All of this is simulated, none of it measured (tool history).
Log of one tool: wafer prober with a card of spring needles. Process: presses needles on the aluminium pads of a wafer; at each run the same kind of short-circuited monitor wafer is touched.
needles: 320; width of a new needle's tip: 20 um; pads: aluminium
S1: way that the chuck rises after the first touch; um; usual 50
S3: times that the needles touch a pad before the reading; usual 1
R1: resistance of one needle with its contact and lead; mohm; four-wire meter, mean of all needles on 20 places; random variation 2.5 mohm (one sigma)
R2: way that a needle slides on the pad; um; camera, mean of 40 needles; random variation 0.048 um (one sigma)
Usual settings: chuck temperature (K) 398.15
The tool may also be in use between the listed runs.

{"run": 1, "hour": 0.0, "S1": 50, "chuck temperature (K)": 398.15, "S3": 1, "R1": 372, "R2": 9.21}
{"hour": 2.9, "done": "tips cleaned on abrasive film"}
{"hour": 16.1, "done": "tips cleaned on abrasive film"}
{"hour": 29.8, "done": "tips cleaned on abrasive film"}
{"run": 2, "hour": 34.4, "S1": 50, "chuck temperature (K)": 398.15, "S3": 1, "R1": 339, "R2": 9.18}
{"hour": 42.9, "done": "tips cleaned on abrasive film"}
{"hour": 55.9, "done": "tips cleaned on abrasive film"}
{"run": 3, "hour": 61.7, "S1": 50, "chuck temperature (K)": 398.15, "S3": 1, "R1": 351, "R2": 9.11}
{"hour": 67.4, "done": "tips cleaned on abrasive film"}
{"hour": 81.0, "done": "tips cleaned on abrasive film"}
{"run": 4, "hour": 87.0, "S1": 50, "chuck temperature (K)": 398.15, "S3": 1, "R1": 342, "R2": 9.17}
{"hour": 94.5, "done": "tips cleaned on abrasive film"}
{"hour": 106.3, "done": "tips cleaned on abrasive film"}
{"run": 5, "hour": 114.3, "S1": 50, "chuck temperature (K)": 398.15, "S3": 1, "R1": 349, "R2": 9.12}
{"hour": 117.4, "done": "height of the first contact set anew"}
{"hour": 120.2, "done": "tips cleaned on abrasive film"}
{"hour": 133.5, "done": "tips cleaned on abrasive film"}
{"hour": 146.1, "done": "tips cleaned on abrasive film"}
{"run": 6, "hour": 153.7, "S1": 50, "chuck temperature (K)": 398.15, "S3": 1, "R1": 356, "R2": 9.1}
{"hour": 158.5, "done": "tips cleaned on abrasive film"}
{"hour": 171.3, "done": "tips cleaned on abrasive film"}
{"hour": 185.1, "done": "tips cleaned on abrasive film"}
{"run": 7, "hour": 193.0, "S1": 50, "chuck temperature (K)": 398.15, "S3": 1, "R1": 357, "R2": 9.04}
{"hour": 198.2, "done": "tips cleaned on abrasive film"}
{"hour": 211.3, "done": "tips cleaned on abrasive film"}
{"run": 8, "hour": 216.0, "S1": 50, "chuck temperature (K)": 390.15, "S3": 2, "R1": 316, "R2": 9.02}
{"hour": 223.5, "done": "tips cleaned on abrasive film"}
{"hour": 235.1, "done": "tips cleaned on abrasive film"}
{"run": 9, "hour": 235.1, "S1": 50, "chuck temperature (K)": 357.15, "S3": 1, "R1": 289, "R2": 8.98}
{"hour": 248.3, "done": "tips cleaned on abrasive film"}
{"run": 10, "hour": 255.6, "S1": 35, "chuck temperature (K)": 309.15, "S3": 1, "R1": 421, "R2": 6.24}
{"hour": 257.8, "done": "height of the first contact set anew, once more"}
{"hour": 260.7, "done": "tips cleaned on abrasive film"}
{"hour": 273.0, "done": "tips cleaned on abrasive film"}
{"run": 11, "hour": 276.9, "S1": 56, "chuck temperature (K)": 355.15, "S3": 2, "R1": 300, "R2": 10.34}
{"hour": 285.4, "done": "tips cleaned on abrasive film"}
{"hour": 297.3, "done": "tips cleaned on abrasive film"}
{"run": 12, "hour": 299.7, "S1": 49, "chuck temperature (K)": 318.15, "S3": 3, "R1": 277, "R2": 9}
{"hour": 310.0, "done": "tips cleaned on abrasive film"}
{"run": 13, "hour": 318.0, "S1": 65, "chuck temperature (K)": 300.15, "S3": 1, "R1": 304, "R2": 11.92}

4 ways to go on from here, each from the tool as it stands after run 13. What would each give?
{"hour": 323.4, "done": "tips cleaned on abrasive film"}
{"hour": 336.6, "done": "tips cleaned on abrasive film"}
{"run": "A", "hour": 341.5, "S1": 42, "chuck temperature (K)": 328.15, "S3": 2, "R1": "?", "R2": "?"}
{"hour": 323.4, "done": "tips cleaned on abrasive film"}
{"hour": 336.6, "done": "tips cleaned on abrasive film"}
{"run": "B", "hour": 341.5, "S1": 65, "chuck temperature (K)": 351.15, "S3": 1, "R1": "?", "R2": "?"}
{"hour": 323.4, "done": "tips cleaned on abrasive film"}
{"hour": 336.6, "done": "tips cleaned on abrasive film"}
{"run": "C", "hour": 341.5, "S1": 65, "chuck temperature (K)": 300.15, "S3": 2, "R1": "?", "R2": "?"}
{"hour": 323.4, "done": "tips cleaned on abrasive film"}
{"hour": 336.6, "done": "tips cleaned on abrasive film"}
{"run": "D", "hour": 341.5, "S1": 46, "chuck temperature (K)": 323.15, "S3": 2, "R1": "?", "R2": "?"}

run=A R1=320 R2=7.69
run=B R1=297 R2=11.86
run=C R1=275 R2=11.85
run=D R1=304 R2=8.47
Without the tool's hidden state the same runs would have given:
run=A R1=273 R2=7.74
run=B R1=264 R2=11.91
run=C R1=253 R2=11.91
run=D R1=264 R2=8.53

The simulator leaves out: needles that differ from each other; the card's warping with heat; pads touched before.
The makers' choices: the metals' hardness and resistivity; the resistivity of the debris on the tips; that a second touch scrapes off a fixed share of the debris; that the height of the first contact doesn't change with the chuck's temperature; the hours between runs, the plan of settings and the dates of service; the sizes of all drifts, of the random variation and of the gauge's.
